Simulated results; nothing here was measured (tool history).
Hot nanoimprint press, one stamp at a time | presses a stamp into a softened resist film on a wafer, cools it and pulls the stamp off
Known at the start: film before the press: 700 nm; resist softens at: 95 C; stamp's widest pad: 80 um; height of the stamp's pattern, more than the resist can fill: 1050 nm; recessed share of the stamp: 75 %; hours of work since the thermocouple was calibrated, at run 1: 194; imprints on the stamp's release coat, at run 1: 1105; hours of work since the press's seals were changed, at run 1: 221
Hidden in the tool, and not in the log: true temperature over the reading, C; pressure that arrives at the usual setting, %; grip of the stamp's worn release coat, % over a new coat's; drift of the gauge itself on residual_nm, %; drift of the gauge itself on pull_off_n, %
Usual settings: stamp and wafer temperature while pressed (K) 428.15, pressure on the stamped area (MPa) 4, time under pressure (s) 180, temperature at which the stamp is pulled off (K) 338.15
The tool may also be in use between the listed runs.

run	hour	stamp and wafer temperature while pressed (K)	pressure on the stamped area (MPa)	time under pressure (s)	temperature at which the stamp is pulled off (K)	hours of work since the thermocouple was calibrated	imprints on the stamp's release coat	hours of work since the press's seals were changed	resist left under the stamp's widest pad (nm)	greatest force while the stamp is pulled off (N)
1	0	428.15	4	180	338.15	194	1105	221	426.6	295
# hour 11.1: stamp cleaned and given a new release coat
2	46.6	428.15	4	180	338.15	226	199	253	426.9	224
3	101.7	428.15	4	161	338.15	269	508	296	443.6	261
4	146.7	428.15	4	161	338.15	304	761	331	447.3	269
5	196	428.15	4	161	338.15	343	1038	370	447.7	302
# hour 218.6: stamp cleaned and given a new release coat
6	246.9	428.15	4	161	338.15	378	159	405	449.8	228
# hour 273.5: plate thermocouple calibrated
7	280.3	428.15	4	161	338.15	5	330	429	434.3	238
8	328.8	420.15	4	180	338.15	43	602	467	521.1	263
9	373.9	420.15	4	180	335.15	79	855	502	522.6	303
10	409.4	420.15	4	180	335.15	107	1054	530	521	314
# hour 433.4: stamp cleaned and given a new release coat
11	446.1	420.15	4	180	335.15	131	71	554	523.3	238
12	506.2	420.15	4	180	335.15	178	409	602	526.7	262
13	563	420.15	4	180	335.15	222	727	646	531.5	284
14	626.6	420.15	4	180	335.15	272	1085	696	533	325
# hour 641.5: stamp cleaned and given a new release coat
15	693.1	428.15	4	177	338.15	319	290	743	438.4	243
# hour 734.8: press's hydraulic seals changed and the load cell set to zero
16	753.4	428.15	4	177	338.15	360	584	15	434.8	265
17	789.9	428.15	4	177	338.15	389	789	43	435	283
# hour 803.1: plate thermocouple calibrated
18	847.6	421.15	4	180	338.15	35	1096	86	502.5	295
# hour 860.6: stamp cleaned and given a new release coat
19	882.9	428.15	4	231	338.15	58	125	109	388.2	234
20	910.4	428.15	3.06	231	342.15	79	279	131	434.5	209
21	953.1	428.15	3.06	231	342.15	113	520	164	438.9	230
22	994.5	431.15	4	180	337.15	145	752	197	388.2	277
23	1028.3	434.15	4	180	338.15	172	942	223	357.5	280
# hour 1068.4: stamp cleaned and given a new release coat
24	1078.5	424.15	4.27	282	332.15	206	57	258	410.4	255
25	1117.8	424.15	4.27	282	332.15	237	278	288	412.3	269
26	1156.9	424.15	4.27	282	332.15	268	497	319	414.4	292
27	1198	428.15	4.49	95	332.15	300	727	351	489.6	307
28	1250.9	431.15	4	180	327.15	342	1024	393	396.4	362

Hidden state at the last listed run before each entry between runs and at the first one after, where it differs:
Between runs 1 and 2: stamp cleaned and given a new release coat (hour 11.1)
  true temperature over the reading, C: -0.65 -> -0.77; pressure that arrives at the usual setting, %: 99.01 -> 98.85; grip of the stamp's worn release coat, % over a new coat's: 40.5 -> 7
  measured less the result without the state, resist left under the stamp's widest pad (nm): +9.7 -> +11.3; greatest force while the stamp is pulled off (N): +89 -> +19
Between runs 5 and 6: stamp cleaned and given a new release coat (hour 218.6)
  true temperature over the reading, C: -1.19 -> -1.31; pressure that arrives at the usual setting, %: 98.32 -> 98.15; grip of the stamp's worn release coat, % over a new coat's: 37.9 -> 5.6
  measured less the result without the state, resist left under the stamp's widest pad (nm): +17.3 -> +19.1; greatest force while the stamp is pulled off (N): +89 -> +19
Between runs 6 and 7: plate thermocouple calibrated (hour 273.5)
  true temperature over the reading, C: -1.31 -> -0.06; pressure that arrives at the usual setting, %: 98.15 -> 98.04; grip of the stamp's worn release coat, % over a new coat's: 5.6 -> 11.6
  measured less the result without the state, resist left under the stamp's widest pad (nm): +19.1 -> +4.2; greatest force while the stamp is pulled off (N): +19 -> +25
Between runs 10 and 11: stamp cleaned and given a new release coat (hour 433.4)
  true temperature over the reading, C: -0.41 -> -0.49; pressure that arrives at the usual setting, %: 97.54 -> 97.43; grip of the stamp's worn release coat, % over a new coat's: 38.5 -> 2.5
  measured less the result without the state, resist left under the stamp's widest pad (nm): +8.8 -> +10; greatest force while the stamp is pulled off (N): +89 -> +8
Between runs 14 and 15: stamp cleaned and given a new release coat (hour 641.5)
  true temperature over the reading, C: -0.98 -> -1.15; pressure that arrives at the usual setting, %: 96.75 -> 96.54; grip of the stamp's worn release coat, % over a new coat's: 39.7 -> 10.2
  measured less the result without the state, resist left under the stamp's widest pad (nm): +17 -> +20.1; greatest force while the stamp is pulled off (N): +97 -> +29
Between runs 15 and 16: press's hydraulic seals changed and the load cell set to zero (hour 734.8)
  true temperature over the reading, C: -1.15 -> -1.3; pressure that arrives at the usual setting, %: 96.54 -> 100.36; grip of the stamp's worn release coat, % over a new coat's: 10.2 -> 20.9
  measured less the result without the state, resist left under the stamp's widest pad (nm): +20.1 -> +15.2; greatest force while the stamp is pulled off (N): +29 -> +53
Between runs 17 and 18: plate thermocouple calibrated (hour 803.1)
  true temperature over the reading, C: -1.4 -> -0.12; pressure that arrives at the usual setting, %: 100.23 -> 100.02; grip of the stamp's worn release coat, % over a new coat's: 28.5 -> 40.1
  measured less the result without the state, resist left under the stamp's widest pad (nm): +16.6 -> +1.5; greatest force while the stamp is pulled off (N): +70 -> +85
Between runs 18 and 19: stamp cleaned and given a new release coat (hour 860.6)
  true temperature over the reading, C: -0.12 -> -0.2; pressure that arrives at the usual setting, %: 100.02 -> 99.92; grip of the stamp's worn release coat, % over a new coat's: 40.1 -> 4.4
  measured less the result without the state, resist left under the stamp's widest pad (nm): +1.5 -> +2.5; greatest force while the stamp is pulled off (N): +85 -> +11
Between runs 23 and 24: stamp cleaned and given a new release coat (hour 1068.4)
  true temperature over the reading, C: -0.61 -> -0.73; pressure that arrives at the usual setting, %: 99.39 -> 99.23; grip of the stamp's worn release coat, % over a new coat's: 34.2 -> 2
  measured less the result without the state, resist left under the stamp's widest pad (nm): +7.5 -> +10.8; greatest force while the stamp is pulled off (N): +75 -> +9
